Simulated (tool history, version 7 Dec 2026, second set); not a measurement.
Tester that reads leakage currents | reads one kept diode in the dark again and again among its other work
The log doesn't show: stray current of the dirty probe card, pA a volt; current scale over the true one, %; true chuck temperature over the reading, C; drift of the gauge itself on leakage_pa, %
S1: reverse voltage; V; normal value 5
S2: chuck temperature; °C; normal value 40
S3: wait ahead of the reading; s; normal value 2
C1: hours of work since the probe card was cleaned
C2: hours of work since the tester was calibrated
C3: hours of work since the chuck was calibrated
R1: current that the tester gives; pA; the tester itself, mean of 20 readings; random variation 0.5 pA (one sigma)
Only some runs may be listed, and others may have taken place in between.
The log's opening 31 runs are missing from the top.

run	hour	S1	S2	S3	C1	C2	C3	R1
32	2106.5	4.68	21	1.88	665	182	156	39.2
33	2179.1	5.22	28	4.3	697	214	189	70.09
34	2236.2	11.74	36	0.51	723	239	214	191.89
35	2324.7	2.89	40	1.13	762	279	253	128.86
36	2368.6	14.24	43	0.51	782	298	273	345.8
37	2453.3	14.24	43	0.51	819	336	310	343.89
38	2545.1	5	40	0.53	860	376	351	167.01
39	2587.2	1.11	23	0.53	879	395	370	22.42
40	2666.4	13.94	37	0.53	914	430	405	223.01
41	2758.3	9.7	36	2	955	471	446	171.06

What if the next run were any one of these 3? Each begins from the tool's condition after run 41:
A	2810.5	9.7	58	2	978	494	469	?
B	2810.5	9.7	22	2	978	494	469	?
C	2810.5	1.77	55	2	978	494	469	?

run	R1
A	788.79
B	62.73
C	285.87
Without the tool's unlogged condition, the same runs would have read:
run	R1
A	800.5
B	55.89
C	291.92

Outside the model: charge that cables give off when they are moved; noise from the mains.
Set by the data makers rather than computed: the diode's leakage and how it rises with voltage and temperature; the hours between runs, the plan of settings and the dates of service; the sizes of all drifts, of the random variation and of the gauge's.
